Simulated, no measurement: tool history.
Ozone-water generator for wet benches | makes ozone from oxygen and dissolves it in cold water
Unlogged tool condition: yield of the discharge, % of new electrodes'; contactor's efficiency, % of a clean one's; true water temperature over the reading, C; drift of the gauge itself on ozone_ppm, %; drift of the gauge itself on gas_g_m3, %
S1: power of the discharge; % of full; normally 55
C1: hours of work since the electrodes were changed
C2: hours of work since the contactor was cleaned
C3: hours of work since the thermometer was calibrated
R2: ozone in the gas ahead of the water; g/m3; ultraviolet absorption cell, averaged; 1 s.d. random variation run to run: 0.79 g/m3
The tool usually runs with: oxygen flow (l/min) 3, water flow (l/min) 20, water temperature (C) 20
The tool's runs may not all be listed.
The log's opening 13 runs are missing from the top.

Run 14, hour 1058: usual settings; C1 973; C2 2592; C3 1188. Result: dissolved ozone (ppm) 8.8, R2 118.8 g/m3.
Run 15, hour 1118.2: usual settings; C1 1021; C2 2641; C3 1236. Result: dissolved ozone (ppm) 8.7, R2 119.2 g/m3.
Run 16, hour 1203.4: usual settings; C1 1090; C2 2709; C3 1305. Result: dissolved ozone (ppm) 8.8, R2 118.7 g/m3.
Run 17, hour 1322.3: usual settings but S1 98 % of full, oxygen flow (l/min) 2.13, water flow (l/min) 26; C1 1185; C2 2804; C3 1400. Result: dissolved ozone (ppm) 10.2, R2 225.4 g/m3.
Run 18, hour 1461.6: usual settings but S1 98 % of full, oxygen flow (l/min) 2.13, water flow (l/min) 26; C1 1297; C2 2916; C3 1512. Result: dissolved ozone (ppm) 10.3, R2 226.9 g/m3.
Run 19, hour 1560.9: usual settings but water temperature (C) 25; C1 1377; C2 2996; C3 1592. Result: dissolved ozone (ppm) 8.3, R2 117.4 g/m3.
Run 20, hour 1662: usual settings but S1 99 % of full, oxygen flow (l/min) 2.73; C1 1458; C2 3077; C3 1673. Result: dissolved ozone (ppm) 13, R2 191.4 g/m3.
Run 21, hour 1729.8: usual settings but S1 90 % of full, oxygen flow (l/min) 4.02, water flow (l/min) 22, water temperature (C) 15; C1 1512; C2 3131; C3 1727. Result: dissolved ozone (ppm) 12, R2 138.4 g/m3.
Run 22, hour 1859.5: usual settings but S1 90 % of full, oxygen flow (l/min) 2.87, water flow (l/min) 22, water temperature (C) 19; C1 1616; C2 3235; C3 1831. Result: dissolved ozone (ppm) 11.4, R2 171.4 g/m3.
Run 23, hour 1929.8: usual settings but S1 90 % of full, oxygen flow (l/min) 2.87, water flow (l/min) 22, water temperature (C) 19; C1 1673; C2 3292; C3 1888. Result: dissolved ozone (ppm) 11.2, R2 170.7 g/m3.
Run 24, hour 2009.2: usual settings but S1 62 % of full, oxygen flow (l/min) 2.78, water flow (l/min) 17; C1 1736; C2 3356; C3 1951. Result: dissolved ozone (ppm) 10.4, R2 132.8 g/m3.
Run 25, hour 2077.3: usual settings but S1 79 % of full, oxygen flow (l/min) 4.63; C1 1791; C2 3410; C3 2006. Result: dissolved ozone (ppm) 10.8, R2 112.3 g/m3.
Run 26, hour 2167.5: usual settings but S1 52 % of full, oxygen flow (l/min) 2.65, water flow (l/min) 14, water temperature (C) 16; C1 1863; C2 3483; C3 2078. Result: dissolved ozone (ppm) 11.1, R2 119.6 g/m3.
Run 27, hour 2287.6: usual settings but S1 73 % of full, oxygen flow (l/min) 4.53, water flow (l/min) 14, water temperature (C) 18; C1 1960; C2 3579; C3 2175. Result: dissolved ozone (ppm) 13.1, R2 107.7 g/m3.
Run 28, hour 2423.8: usual settings but S1 73 % of full, oxygen flow (l/min) 4.53, water flow (l/min) 14, water temperature (C) 18; C1 2069; C2 3688; C3 2284. Result: dissolved ozone (ppm) 12.9, R2 108.6 g/m3.
Run 29, hour 2556.2: usual settings but S1 41 % of full, oxygen flow (l/min) 2.71, water flow (l/min) 14, water temperature (C) 18; C1 2175; C2 3794; C3 2390. Result: dissolved ozone (ppm) 9.2, R2 98.7 g/m3.
Run 30, hour 2680.1: usual settings but S1 41 % of full, oxygen flow (l/min) 2.71, water flow (l/min) 14, water temperature (C) 18; C1 2275; C2 3894; C3 2490. Result: dissolved ozone (ppm) 9, R2 100.1 g/m3.
Run 31, hour 2796.2: usual settings but S1 99 % of full, oxygen flow (l/min) 1.67, water flow (l/min) 26; C1 2368; C2 3987; C3 2583. Result: dissolved ozone (ppm) 8.7, R2 249.1 g/m3.
Run 32, hour 2899.6: usual settings but S1 78 % of full, oxygen flow (l/min) 1.67, water flow (l/min) 26, water temperature (C) 23; C1 2451; C2 4070; C3 2666. Result: dissolved ozone (ppm) 7.4, R2 209.9 g/m3.

5 options for the next run, each taken on its own from the tool as it stands now. Forecast them:
Run A, hour 2997.6: usual settings but S1 76 % of full, oxygen flow (l/min) 3.23, water flow (l/min) 24, water temperature (C) 23; C1 2529; C2 4149; C3 2744. Result: dissolved ozone (ppm) ?, R2 ?.
Run B, hour 2997.6: usual settings but oxygen flow (l/min) 2.65, water flow (l/min) 24, water temperature (C) 14; C1 2529; C2 4149; C3 2744. Result: dissolved ozone (ppm) ?, R2 ?.
Run C, hour 2997.6: usual settings but S1 78 % of full, oxygen flow (l/min) 1.67, water flow (l/min) 26, water temperature (C) 15; C1 2529; C2 4149; C3 2744. Result: dissolved ozone (ppm) ?, R2 ?.
Run D, hour 2997.6: usual settings but oxygen flow (l/min) 3.51, water flow (l/min) 28; C1 2529; C2 4149; C3 2744. Result: dissolved ozone (ppm) ?, R2 ?.
Run E, hour 2997.6: usual settings but water flow (l/min) 18; C1 2529; C2 4149; C3 2744. Result: dissolved ozone (ppm) ?, R2 ?.

run  dissolved ozone (ppm)     R2
  A                    8.3  133.9
  B                    7.1  122.7
  C                    7.9  208.3
  D                    6.1  101.2
  E                    8.9    112
With no hidden state in the tool, these same runs would have given:
run  dissolved ozone (ppm)     R2
  A                   10.5  150.6
  B                    8.8  134.4
  C                     10  234.5
  D                    7.5  110.7
  E                   10.9  122.6

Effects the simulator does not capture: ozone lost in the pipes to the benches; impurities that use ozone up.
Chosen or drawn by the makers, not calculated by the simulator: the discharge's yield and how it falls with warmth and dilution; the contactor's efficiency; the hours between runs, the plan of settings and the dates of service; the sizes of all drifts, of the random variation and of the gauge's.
